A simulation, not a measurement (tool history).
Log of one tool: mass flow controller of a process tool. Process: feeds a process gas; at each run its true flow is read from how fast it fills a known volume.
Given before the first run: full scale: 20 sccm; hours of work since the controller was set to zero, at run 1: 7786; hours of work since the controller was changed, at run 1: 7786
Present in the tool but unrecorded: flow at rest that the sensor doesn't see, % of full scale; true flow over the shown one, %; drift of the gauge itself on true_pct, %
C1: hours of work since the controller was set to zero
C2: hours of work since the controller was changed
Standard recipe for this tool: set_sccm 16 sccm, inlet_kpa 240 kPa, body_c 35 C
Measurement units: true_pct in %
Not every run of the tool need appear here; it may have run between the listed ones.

Run 1, hour 0: usual settings; C1 7786; C2 7786. Result: true_pct 98.71 %.
Run 2, hour 432.8: usual settings; C1 7991; C2 7991. Result: true_pct 98.62 %.
At hour 693.2: controller's zero set anew.
Run 3, hour 786.7: usual settings but body_c 25 C; C1 44; C2 8158. Result: true_pct 98.72 %.
Run 4, hour 1071.4: usual settings but body_c 22 C; C1 179; C2 8292. Result: true_pct 98.32 %.
Run 5, hour 1494: usual settings but body_c 37 C; C1 379; C2 8492. Result: true_pct 100.02 %.
Run 6, hour 2066.8: usual settings but body_c 37 C; C1 650; C2 8763. Result: true_pct 100.05 %.
Run 7, hour 2434: usual settings but body_c 37 C; C1 823; C2 8937. Result: true_pct 99.93 %.
Run 8, hour 2842: usual settings but body_c 20 C; C1 1016; C2 9130. Result: true_pct 98.02 %.
Run 9, hour 3248.9: usual settings but body_c 20 C; C1 1209; C2 9322. Result: true_pct 97.94 %.
Run 10, hour 3695: usual settings; C1 1419; C2 9533. Result: true_pct 99.42 %.
Run 11, hour 4101.1: usual settings; C1 1612; C2 9725. Result: true_pct 99.52 %.
Run 12, hour 4508.8: usual settings; C1 1804; C2 9918. Result: true_pct 99.42 %.
Run 13, hour 4886.6: usual settings; C1 1983; C2 10097. Result: true_pct 99.35 %.
Run 14, hour 5188.6: usual settings; C1 2126; C2 10239. Result: true_pct 99.29 %.
Run 15, hour 5683.6: usual settings; C1 2360; C2 10474. Result: true_pct 99.18 %.
Run 16, hour 6207.8: usual settings; C1 2608; C2 10721. Result: true_pct 99.3 %.
Run 17, hour 6584.6: usual settings; C1 2786; C2 10900. Result: true_pct 99.3 %.
Run 18, hour 7044.3: usual settings; C1 3003; C2 11117. Result: true_pct 99.11 %.
Run 19, hour 7618.6: usual settings but set_sccm 19 sccm, inlet_kpa 193 kPa, body_c 22 C; C1 3275; C2 11389. Result: true_pct 98.4 %.
At hour 7956: controller exchanged for a calibrated one.
Run 20, hour 8079.6: usual settings but set_sccm 10 sccm, inlet_kpa 161 kPa, body_c 36 C; C1 58; C2 58. Result: true_pct 100.35 %.
Run 21, hour 8558.6: usual settings but set_sccm 7 sccm, inlet_kpa 258 kPa, body_c 31 C; C1 285; C2 285. Result: true_pct 98.68 %.
Run 22, hour 8911.1: usual settings but inlet_kpa 156 kPa, body_c 24 C; C1 452; C2 452. Result: true_pct 99.5 %.
Run 23, hour 9152: usual settings but set_sccm 3 sccm, inlet_kpa 144 kPa, body_c 24 C; C1 566; C2 566. Result: true_pct 97.99 %.
Run 24, hour 9394.2: usual settings but set_sccm 10 sccm, inlet_kpa 144 kPa, body_c 37 C; C1 680; C2 680. Result: true_pct 100.39 %.
Run 25, hour 9685.8: usual settings but set_sccm 8 sccm; C1 818; C2 818. Result: true_pct 99.14 %.
Run 26, hour 9917.7: usual settings but set_sccm 8 sccm; C1 928; C2 928. Result: true_pct 99.19 %.
Run 27, hour 10452.4: usual settings but set_sccm 8 sccm; C1 1181; C2 1181. Result: true_pct 98.94 %.
Run 28, hour 10703.5: usual settings but set_sccm 8 sccm; C1 1299; C2 1299. Result: true_pct 98.92 %.
Run 29, hour 11038.6: usual settings but set_sccm 8 sccm, body_c 23 C; C1 1458; C2 1458. Result: true_pct 97.5 %.

Run 30, settings as shown, results not yet in. Your forecast:
Run 30, hour 11324.1: usual settings but set_sccm 12 sccm, inlet_kpa 250 kPa, body_c 28 C; C1 1593; C2 1593. Result: true_pct ?.

true_pct: 98.62 %
The same run, on a tool lacking any hidden state, would have yielded true_pct 99.37 %.

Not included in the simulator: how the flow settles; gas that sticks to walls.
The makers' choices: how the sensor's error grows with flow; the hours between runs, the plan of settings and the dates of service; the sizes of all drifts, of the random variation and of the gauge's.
